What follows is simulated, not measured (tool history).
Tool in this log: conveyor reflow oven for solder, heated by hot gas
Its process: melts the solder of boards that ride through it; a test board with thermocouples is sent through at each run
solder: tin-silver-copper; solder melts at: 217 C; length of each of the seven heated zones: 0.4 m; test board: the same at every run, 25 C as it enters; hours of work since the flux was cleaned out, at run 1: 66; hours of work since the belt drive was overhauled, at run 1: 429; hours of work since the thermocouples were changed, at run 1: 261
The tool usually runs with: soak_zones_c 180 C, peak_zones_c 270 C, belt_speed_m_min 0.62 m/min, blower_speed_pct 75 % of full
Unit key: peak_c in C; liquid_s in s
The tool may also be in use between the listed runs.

run,hour,soak_zones_c,peak_zones_c,belt_speed_m_min,blower_speed_pct,hours of work since the flux was cleaned out,hours of work since the belt drive was overhauled,hours of work since the thermocouples were changed,peak_c,liquid_s
1,0,180,270,0.62,75,66,429,261,256.2,63
2,25.6,180,270,0.62,75,84,447,280,255.9,62.9
3,48.8,180,270,0.62,75,101,463,296,255.8,62.9
4,80.7,180,270,0.62,75,123,486,319,255.6,62.6
5,109,171,270,0.62,75,143,506,339,254.1,58.3
6,123.9,180,270,0.62,75,154,516,349,255.3,62.6
7,140.5,180,270,0.556,75,166,528,361,258.7,72.4
8,172.5,180,270,0.62,75,188,551,384,255.3,62.3
9,190.9,180,270,0.62,75,201,564,397,255.2,62.3
10,214.6,180,270,0.62,75,218,580,413,255,62.3
11,231.4,180,270,0.62,75,230,592,425,255,62
# hour 257.5: flux residue cleaned out of gas plates and filters
12,258.1,180,266,0.62,75,0,608,441,251.1,58.9
13,290.2,180,270,0.62,69,23,630,463,253.2,60.2
14,305.1,180,270,0.62,88,34,641,474,256,63
15,335.8,180,270,0.62,88,55,663,496,255.9,62.7
16,360.8,180,270,0.62,88,73,680,513,255.4,62.7
17,381.3,188,270,0.62,65,88,695,528,253.7,64
18,401.8,179,264,0.527,75,102,709,542,253.1,72.3
# hour 418.1: flux residue cleaned out of gas plates and filters, once more
19,427.4,194,264,0.527,89,7,724,557,258.8,84.6
20,447.6,188,284,0.62,75,21,738,571,270.5,73.6
21,476.6,188,284,0.62,75,41,759,592,270.4,73.7
22,497.6,188,284,0.726,75,56,774,607,265.1,60.5
23,522.8,180,270,0.62,66,74,791,624,255.4,62.1
24,550.9,180,273,0.62,75,94,811,644,259.4,65.1
25,581.6,180,273,0.62,75,116,833,666,259,65.1
26,598.4,192,270,0.62,61,128,845,678,256.3,67.9
27,624.8,180,277,0.62,78,146,864,697,262.7,67
28,644.8,180,277,0.62,78,160,878,711,262.6,66.8
29,667.3,170,277,0.546,78,176,894,727,264.9,74
30,700,170,277,0.546,78,199,917,750,264.8,74
31,722.9,172,270,0.583,55,216,933,766,252.4,60.9

Below are 4 alternative next runs, each starting from the tool's condition after run 31. Predict each:
A,746.1,180,270,0.62,54,232,950,782,?,?
B,746.1,180,261,0.62,50,232,950,782,?,?
C,746.1,180,283,0.536,51,232,950,782,?,?
D,746.1,172,282,0.583,87,232,950,782,?,?

run,peak_c,liquid_s
A,251.5,58.6
B,243.3,51.3
C,267,79.7
D,268.8,71.7
What these runs would have given with no unlogged condition in the tool:
run,peak_c,liquid_s
A,251.8,58.7
B,243.4,51.6
C,266.9,79
D,269.3,71.5
